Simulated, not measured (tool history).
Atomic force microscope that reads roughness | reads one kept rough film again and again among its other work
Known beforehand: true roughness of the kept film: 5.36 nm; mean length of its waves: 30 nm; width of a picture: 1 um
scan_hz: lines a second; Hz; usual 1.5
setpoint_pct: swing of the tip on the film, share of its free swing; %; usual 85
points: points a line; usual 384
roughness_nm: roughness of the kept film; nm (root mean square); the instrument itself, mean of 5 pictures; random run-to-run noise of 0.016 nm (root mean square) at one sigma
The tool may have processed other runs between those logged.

Run 1, hour 0: usual settings. Result: roughness_nm 3.695 nm (root mean square).
Run 2, hour 22.2: usual settings but scan_hz 1.8 Hz. Result: roughness_nm 3.49 nm (root mean square).
Run 3, hour 67.3: usual settings but scan_hz 1.8 Hz. Result: roughness_nm 3.376 nm (root mean square).
Run 4, hour 113.2: usual settings but scan_hz 1.8 Hz. Result: roughness_nm 3.215 nm (root mean square).
At hour 151.3: new tip fitted.
Run 5, hour 160.1: usual settings but scan_hz 1.8 Hz. Result: roughness_nm 3.66 nm (root mean square).
Run 6, hour 197.8: usual settings but scan_hz 1.8 Hz. Result: roughness_nm 3.508 nm (root mean square).
Run 7, hour 239.3: usual settings but scan_hz 1.8 Hz. Result: roughness_nm 3.376 nm (root mean square).
Run 8, hour 284.8: usual settings but scan_hz 1.8 Hz. Result: roughness_nm 3.211 nm (root mean square).
Run 9, hour 321.6: usual settings but scan_hz 1.8 Hz. Result: roughness_nm 3.101 nm (root mean square).
At hour 342.3: new tip fitted.
Run 10, hour 344.4: usual settings but scan_hz 1.8 Hz. Result: roughness_nm 3.696 nm (root mean square).
Run 11, hour 389: usual settings but scan_hz 0.55 Hz, setpoint_pct 64 %, points 395. Result: roughness_nm 4.266 nm (root mean square).
Run 12, hour 410.1: usual settings but scan_hz 1.76 Hz, setpoint_pct 82 %, points 317. Result: roughness_nm 3.541 nm (root mean square).
Run 13, hour 439.9: usual settings but scan_hz 0.53 Hz. Result: roughness_nm 3.919 nm (root mean square).

Forecast run 14:
Run 14, hour 479.8: usual settings but scan_hz 0.53 Hz. Result: roughness_nm ?.

{"run 14": {"roughness_nm": 3.749}}
The same run, on a tool lacking any hidden state, would have yielded roughness_nm 4.251 nm (root mean square).
